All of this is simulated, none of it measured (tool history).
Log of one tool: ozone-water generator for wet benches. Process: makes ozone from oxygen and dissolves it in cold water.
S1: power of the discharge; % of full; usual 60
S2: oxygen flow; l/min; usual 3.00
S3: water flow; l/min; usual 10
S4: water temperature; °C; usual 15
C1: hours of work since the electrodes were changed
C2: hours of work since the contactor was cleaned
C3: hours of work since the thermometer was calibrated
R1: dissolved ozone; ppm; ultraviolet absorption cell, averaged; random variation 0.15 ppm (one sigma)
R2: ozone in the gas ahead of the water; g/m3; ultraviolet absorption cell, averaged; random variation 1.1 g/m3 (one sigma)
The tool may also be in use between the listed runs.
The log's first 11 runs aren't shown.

| run | day | S1 | S2 | S3 | S4 | C1 | C2 | C3 | R1 | R2 |
|---|---|---|---|---|---|---|---|---|---|---|
| 12 | 12.104 | 60 | 3.00 | 10 | 15 | 1115 | 1577 | 1829 | 17.6 | 188.4 |
| 13 | 13.154 | 60 | 3.00 | 10 | 15 | 1140 | 1602 | 1854 | 17.4 | 185.8 |
| 14 | 14.038 | 60 | 3.00 | 10 | 15 | 1161 | 1623 | 1875 | 17.6 | 187.1 |
| 15 | 15.121 | 60 | 3.00 | 10 | 15 | 1186 | 1648 | 1900 | 17.8 | 185.1 |
| 16 | 16.400 | 60 | 3.00 | 10 | 9 | 1217 | 1678 | 1930 | 19.1 | 188.1 |
| 17 | 17.154 | 60 | 3.00 | 10 | 9 | 1234 | 1696 | 1948 | 19.4 | 185.5 |
|  | 17.246 | water thermometer calibrated |
| 18 | 17.829 | 60 | 3.00 | 10 | 9 | 1250 | 1712 | 14 | 19.2 | 188.4 |
| 19 | 18.817 | 43 | 1.89 | 7 | 9 | 1273 | 1735 | 37 | 20.2 | 180.4 |
| 20 | 20.150 | 94 | 2.41 | 7 | 9 | 1304 | 1766 | 68 | 38.6 | 305.0 |
| 21 | 21.154 | 80 | 4.69 | 14 | 15 | 1328 | 1790 | 92 | 16.0 | 189.9 |
| 22 | 21.725 | 60 | 3.00 | 10 | 15 | 1341 | 1803 | 105 | 17.7 | 186.5 |
| 23 | 22.679 | 60 | 2.08 | 10 | 15 | 1364 | 1826 | 128 | 17.1 | 225.4 |
| 24 | 23.367 | 74 | 4.60 | 13 | 15 | 1380 | 1842 | 144 | 16.2 | 178.5 |
|  | 23.467 | water thermometer calibrated, once more |
| 25 | 24.325 | 64 | 3.00 | 10 | 15 | 1402 | 1864 | 20 | 18.3 | 197.7 |
| 26 | 25.362 | 64 | 3.00 | 10 | 15 | 1427 | 1889 | 45 | 18.7 | 196.3 |
| 27 | 26.271 | 64 | 3.00 | 10 | 15 | 1448 | 1910 | 66 | 18.4 | 195.9 |
| 28 | 26.992 | 41 | 1.97 | 10 | 15 | 1465 | 1927 | 83 | 12.3 | 166.6 |
| 29 | 28.092 | 81 | 1.73 | 10 | 15 | 1491 | 1953 | 109 | 21.2 | 311.4 |
| 30 | 28.683 | 57 | 3.09 | 16 | 15 | 1505 | 1967 | 123 | 9.9 | 175.1 |
| 31 | 29.975 | 57 | 3.00 | 10 | 21 | 1535 | 1997 | 153 | 15.3 | 177.4 |
| 32 | 30.512 | 94 | 3.00 | 10 | 9 | 1548 | 2010 | 166 | 27.4 | 271.0 |
| 33 | 31.088 | 94 | 3.00 | 13 | 9 | 1561 | 2023 | 179 | 20.4 | 270.8 |
| 34 | 31.738 | 94 | 3.00 | 13 | 9 | 1577 | 2039 | 195 | 20.7 | 270.2 |

Forecast each of these 3 alternatives for the next run:
| A | 32.708 | 55 | 3.00 | 8 | 10 | 1600 | 2061 | 218 | ? | ? |
| B | 32.708 | 59 | 3.00 | 10 | 15 | 1600 | 2061 | 218 | ? | ? |
| C | 32.708 | 58 | 1.93 | 13 | 13 | 1600 | 2061 | 218 | ? | ? |

| run | R1 | R2 |
|---|---|---|
| A | 21.7 | 172.6 |
| B | 17.3 | 183.1 |
| C | 12.0 | 223.4 |
Without the tool's hidden state the same runs would have given:
| run | R1 | R2 |
|---|---|---|
| A | 23.2 | 178.7 |
| B | 18.6 | 190.2 |
| C | 12.9 | 231.9 |
